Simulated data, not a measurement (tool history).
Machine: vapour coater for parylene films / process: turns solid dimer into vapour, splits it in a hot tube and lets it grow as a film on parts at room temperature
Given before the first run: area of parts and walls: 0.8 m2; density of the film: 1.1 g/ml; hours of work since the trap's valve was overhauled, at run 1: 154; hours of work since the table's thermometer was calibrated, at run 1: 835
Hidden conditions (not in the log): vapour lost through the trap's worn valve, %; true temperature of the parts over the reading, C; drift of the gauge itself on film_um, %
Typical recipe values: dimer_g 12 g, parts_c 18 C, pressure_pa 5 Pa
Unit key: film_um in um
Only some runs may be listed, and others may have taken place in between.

| run | hour | dimer_g | parts_c | pressure_pa | hours of work since the trap's valve was overhauled | hours of work since the table's thermometer was calibrated | film_um |
|---|---|---|---|---|---|---|---|
| 1 | 0 | 12 | 18 | 5 | 154 | 835 | 5.48 |
| 2 | 32.6 | 12 | 23 | 5 | 181 | 861 | 4.31 |
|  | 65.1 | trap's valve overhauled |
| 3 | 65.1 | 17 | 18 | 5 | 0 | 885 | 8.45 |
| 4 | 117.5 | 12 | 11 | 5 | 43 | 927 | 7.98 |
| 5 | 154.2 | 12 | 18 | 5 | 72 | 957 | 5.71 |
| 6 | 195.7 | 12 | 18 | 5 | 106 | 991 | 5.69 |
| 7 | 234.9 | 12 | 18 | 5 | 138 | 1023 | 5.55 |
| 8 | 270.4 | 9 | 18 | 5 | 167 | 1052 | 4.12 |
|  | 318.6 | trap's valve overhauled |
| 9 | 333.7 | 9 | 18 | 5 | 12 | 1100 | 4.38 |
| 10 | 385.7 | 12 | 18 | 5 | 55 | 1142 | 5.63 |
| 11 | 434.5 | 12 | 18 | 3.63 | 94 | 1182 | 5.87 |
| 12 | 488.1 | 12 | 18 | 5 | 138 | 1226 | 5.4 |
| 13 | 559.1 | 12 | 18 | 5 | 196 | 1283 | 5.26 |
|  | 570.9 | trap's valve overhauled |
| 14 | 628 | 12 | 18 | 9.61 | 46 | 1336 | 4.9 |
| 15 | 672.6 | 12 | 18 | 9.61 | 83 | 1373 | 4.82 |
| 16 | 720.8 | 5 | 18 | 9.61 | 122 | 1412 | 1.98 |
| 17 | 754.1 | 18 | 18 | 5 | 149 | 1439 | 8.06 |
|  | 823.4 | trap's valve overhauled |
| 18 | 824.9 | 6 | 15 | 5.34 | 1 | 1493 | 3.25 |
| 19 | 859.3 | 13 | 18 | 5 | 29 | 1521 | 6.08 |
|  | 902.5 | table's thermometer calibrated |
| 20 | 927.2 | 14 | 25 | 9.55 | 84 | 20 | 4.36 |
| 21 | 957.9 | 19 | 11 | 7.36 | 109 | 45 | 11.94 |
| 22 | 1027.7 | 19 | 11 | 7.36 | 165 | 102 | 11.67 |
|  | 1080.7 | trap's valve overhauled |
| 23 | 1082.9 | 19 | 16 | 7.36 | 2 | 144 | 9.84 |
| 24 | 1142 | 7 | 12 | 4.57 | 50 | 192 | 4.71 |
| 25 | 1176.4 | 20 | 28 | 5 | 78 | 220 | 6.19 |
| 26 | 1217.4 | 12 | 11 | 3.03 | 111 | 253 | 8.93 |
| 27 | 1280.6 | 9 | 15 | 5 | 163 | 304 | 4.88 |
|  | 1332.7 | trap's valve overhauled |
| 28 | 1341.7 | 16 | 11 | 2.42 | 7 | 351 | 13.08 |
| 29 | 1390.9 | 9 | 12 | 5.82 | 47 | 391 | 5.65 |
| 30 | 1455 | 7 | 18 | 4.53 | 100 | 443 | 3.45 |
| 31 | 1511.5 | 7 | 18 | 4.53 | 146 | 489 | 3.37 |
| 32 | 1559.3 | 7 | 18 | 4.53 | 184 | 528 | 3.32 |
|  | 1586.4 | trap's valve overhauled |
| 33 | 1599.1 | 8 | 13 | 7.17 | 10 | 557 | 4.69 |
| 34 | 1655.5 | 8 | 19 | 5.11 | 56 | 603 | 3.69 |

What if the next run were any one of these 5? Each begins from the tool's condition after run 34:
| A | 1709.9 | 8 | 24 | 5.11 | 100 | 647 | ? |
| B | 1709.9 | 12 | 18 | 2.47 | 100 | 647 | ? |
| C | 1709.9 | 8 | 12 | 2.07 | 100 | 647 | ? |
| D | 1709.9 | 8 | 15 | 5.11 | 100 | 647 | ? |
| E | 1709.9 | 7 | 18 | 4.53 | 100 | 647 | ? |

| run | film_um |
|---|---|
| A | 2.85 |
| B | 6.77 |
| C | 6.13 |
| D | 4.37 |
| E | 3.42 |
The same runs, with their run-to-run variation unchanged, on a tool lacking any hidden condition would have given:
| run | film_um |
|---|---|
| A | 3.06 |
| B | 7.28 |
| C | 6.58 |
| D | 4.69 |
| E | 3.67 |
